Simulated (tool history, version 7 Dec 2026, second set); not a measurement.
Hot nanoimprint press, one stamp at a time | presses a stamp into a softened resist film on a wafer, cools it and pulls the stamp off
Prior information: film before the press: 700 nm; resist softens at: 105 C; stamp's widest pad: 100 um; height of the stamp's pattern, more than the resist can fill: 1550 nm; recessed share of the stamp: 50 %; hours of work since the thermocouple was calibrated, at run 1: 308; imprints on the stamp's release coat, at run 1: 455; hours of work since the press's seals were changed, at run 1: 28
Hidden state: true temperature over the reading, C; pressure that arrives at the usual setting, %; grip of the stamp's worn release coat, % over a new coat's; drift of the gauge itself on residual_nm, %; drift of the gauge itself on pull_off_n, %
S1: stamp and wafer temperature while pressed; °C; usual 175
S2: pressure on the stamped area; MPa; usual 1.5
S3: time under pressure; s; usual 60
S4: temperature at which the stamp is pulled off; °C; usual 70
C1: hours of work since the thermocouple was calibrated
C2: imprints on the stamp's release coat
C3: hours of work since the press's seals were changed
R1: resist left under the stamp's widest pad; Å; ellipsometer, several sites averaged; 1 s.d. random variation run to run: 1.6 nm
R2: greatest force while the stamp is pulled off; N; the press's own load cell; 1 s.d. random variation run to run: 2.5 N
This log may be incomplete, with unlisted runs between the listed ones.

run 1 day=0 | S1=175 S2=1.5 S3=60 S4=70 | C1=308 C2=455 C3=28 | R1=2721 R2=120
run 2 day=0.792 | S1=175 S2=1.5 S3=90 S4=70 | C1=318 C2=487 C3=38 | R1=2338 R2=116
run 3 day=1.454 | S1=175 S2=1.5 S3=90 S4=57 | C1=326 C2=514 C3=46 | R1=2322 R2=152
run 4 day=2.067 | S1=175 S2=1.5 S3=90 S4=57 | C1=334 C2=538 C3=54 | R1=2309 R2=153
run 5 day=2.738 | S1=175 S2=1.5 S3=90 S4=57 | C1=342 C2=565 C3=62 | R1=2319 R2=155
run 6 day=3.629 | S1=175 S2=1.5 S3=90 S4=57 | C1=354 C2=601 C3=74 | R1=2354 R2=149
run 7 day=4.254 | S1=175 S2=1.5 S3=90 S4=57 | C1=362 C2=626 C3=82 | R1=2314 R2=149
run 8 day=5.046 | S1=175 S2=1.5 S3=90 S4=74 | C1=372 C2=658 C3=92 | R1=2306 R2=101
run 9 day=5.838 | S1=175 S2=1.5 S3=60 S4=70 | C1=382 C2=690 C3=102 | R1=2761 R2=109
run 10 day=6.233 | S1=175 S2=1.5 S3=60 S4=70 | C1=387 C2=706 C3=107 | R1=2677 R2=113
run 11 day=6.896 | S1=175 S2=1.5 S3=37 S4=70 | C1=395 C2=733 C3=115 | R1=3210 R2=115
run 12 day=7.688 | S1=175 S2=1.5 S3=37 S4=70 | C1=405 C2=765 C3=125 | R1=3206 R2=117
run 13 day=8.479 | S1=175 S2=1.5 S3=60 S4=70 | C1=415 C2=796 C3=135 | R1=2692 R2=110
run 14 day=9.354 | S1=175 S2=1.5 S3=60 S4=70 | C1=426 C2=832 C3=146 | R1=2679 R2=114
run 15 day=10.254 | S1=175 S2=1.5 S3=60 S4=70 | C1=438 C2=868 C3=158 | R1=2728 R2=118
run 16 day=11.017 | S1=173 S2=1.08 S3=60 S4=70 | C1=447 C2=899 C3=167 | R1=3485 R2=117
run 17 day=11.446 | S1=173 S2=2.13 S3=44 S4=60 | C1=453 C2=916 C3=173 | R1=2731 R2=145
run 18 day=11.888 | S1=175 S2=1.98 S3=60 S4=70 | C1=458 C2=934 C3=178 | R1=2311 R2=117
run 19 day=12.371 | S1=175 S2=2.39 S3=78 S4=70 | C1=464 C2=953 C3=184 | R1=1906 R2=118
run 20 day=12.958 | S1=175 S2=2.39 S3=78 S4=70 | C1=472 C2=977 C3=192 | R1=1894 R2=115
run 21 day=13.458 | S1=175 S2=2.39 S3=35 S4=70 | C1=478 C2=997 C3=198 | R1=2571 R2=115
run 22 day=14.092 | S1=175 S2=2.39 S3=35 S4=70 | C1=486 C2=1022 C3=206 | R1=2585 R2=116
run 23 day=14.804 | S1=165 S2=2.3 S3=68 S4=72 | C1=495 C2=1051 C3=215 | R1=3160 R2=112
run 24 day=15.733 | S1=165 S2=2.3 S3=68 S4=72 | C1=507 C2=1088 C3=227 | R1=3135 R2=112
run 25 day=16.625 | S1=169 S2=1.09 S3=64 S4=77 | C1=518 C2=1124 C3=238 | R1=3911 R2=93
run 26 day=17.5 | S1=169 S2=1.09 S3=64 S4=77 | C1=529 C2=1160 C3=249 | R1=3909 R2=95
run 27 day=18.033 | S1=186 S2=1.5 S3=111 S4=55 | C1=536 C2=1181 C3=256 | R1=1384 R2=162
-- day=18.362 plate thermocouple calibrated
run 28 day=19.075 | S1=168 S2=1.23 S3=31 S4=77 | C1=9 C2=1218 C3=268 | R1=4714 R2=92
run 29 day=19.775 | S1=168 S2=1.23 S3=31 S4=77 | C1=18 C2=1246 C3=277 | R1=4709 R2=91
run 30 day=20.238 | S1=168 S2=1.23 S3=31 S4=77 | C1=24 C2=1265 C3=282 | R1=4742 R2=95

Hidden state at the last listed run before each entry between runs and at the first one after, where it differs:
From run 27 to run 28: plate thermocouple calibrated (day 18.362)
  true temperature over the reading, C: -0.09 -> 0
